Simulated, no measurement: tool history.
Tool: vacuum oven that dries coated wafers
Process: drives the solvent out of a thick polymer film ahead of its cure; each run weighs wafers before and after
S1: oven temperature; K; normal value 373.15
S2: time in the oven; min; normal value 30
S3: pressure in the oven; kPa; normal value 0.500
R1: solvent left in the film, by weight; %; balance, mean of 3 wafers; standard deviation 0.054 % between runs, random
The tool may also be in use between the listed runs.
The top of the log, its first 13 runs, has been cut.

At hour 1094.5: vacuum gauge cleaned of residue and calibrated.
Run 14, hour 1165.8: usual settings. Result: R1 3.26 %.
Run 15, hour 1239.2: usual settings but S3 0.259 kPa. Result: R1 3.16 %.
At hour 1293.1: vacuum gauge cleaned of residue and calibrated, once more.
Run 16, hour 1304.6: usual settings. Result: R1 2.41 %.
At hour 1353.0: oven's thermocouples calibrated.
Run 17, hour 1428.3: usual settings. Result: R1 2.04 %.
Run 18, hour 1506.5: usual settings. Result: R1 2.12 %.
Run 19, hour 1583.7: usual settings. Result: R1 2.08 %.
Run 20, hour 1661.7: usual settings but S1 375.15 K, S2 23 min, S3 0.310 kPa. Result: R1 2.58 %.
Run 21, hour 1771.7: usual settings but S2 17 min. Result: R1 5.31 %.
Run 22, hour 1853.5: usual settings but S2 17 min. Result: R1 5.23 %.
Run 23, hour 1934.5: usual settings but S2 17 min, S3 1.414 kPa. Result: R1 5.69 %.
Run 24, hour 1998.8: usual settings but S2 17 min, S3 1.414 kPa. Result: R1 5.75 %.
Run 25, hour 2120.3: usual settings but S1 361.15 K, S2 47 min, S3 0.431 kPa. Result: R1 4.08 %.
Run 26, hour 2234.4: usual settings but S1 370.15 K, S3 0.911 kPa. Result: R1 3.54 %.
Run 27, hour 2310.1: usual settings but S1 370.15 K, S2 26 min, S3 0.911 kPa. Result: R1 4.34 %.
Run 28, hour 2433.4: usual settings but S1 370.15 K, S2 26 min, S3 0.911 kPa. Result: R1 4.33 %.
Run 29, hour 2530.8: usual settings but S1 363.15 K, S3 0.284 kPa. Result: R1 6.00 %.
Run 30, hour 2590.6: usual settings but S1 381.15 K, S2 20 min, S3 0.519 kPa. Result: R1 1.93 %.
Run 31, hour 2700.4: usual settings but S1 387.15 K, S2 22 min, S3 1.010 kPa. Result: R1 0.91 %.
Run 32, hour 2796.0: usual settings but S1 385.15 K, S2 17 min, S3 0.994 kPa. Result: R1 1.74 %.
Run 33, hour 2863.9: usual settings but S1 382.15 K, S2 24 min, S3 1.122 kPa. Result: R1 1.55 %.
Run 34, hour 2984.1: usual settings but S1 365.15 K, S2 43 min, S3 0.349 kPa. Result: R1 3.19 %.
Run 35, hour 3092.5: usual settings but S1 365.15 K, S2 43 min, S3 0.597 kPa. Result: R1 3.45 %.

3 ways to go on from here, each from the tool as it stands after run 35. What would each give?
At hour 3143.5: oven's thermocouples calibrated.
Run A, hour 3182.1: usual settings but S1 387.15 K. Result: R1 ?.
At hour 3143.5: oven's thermocouples calibrated.
Run B, hour 3182.1: usual settings but S1 359.15 K, S2 20 min, S3 0.517 kPa. Result: R1 ?.
At hour 3143.5: oven's thermocouples calibrated.
Run C, hour 3182.1: usual settings but S2 43 min. Result: R1 ?.

run     R1
  A   0.44
  B  10.39
  C   1.11
With no hidden state in the tool, these same runs would have given:
run     R1
  A   0.32
  B  10.30
  C   0.94
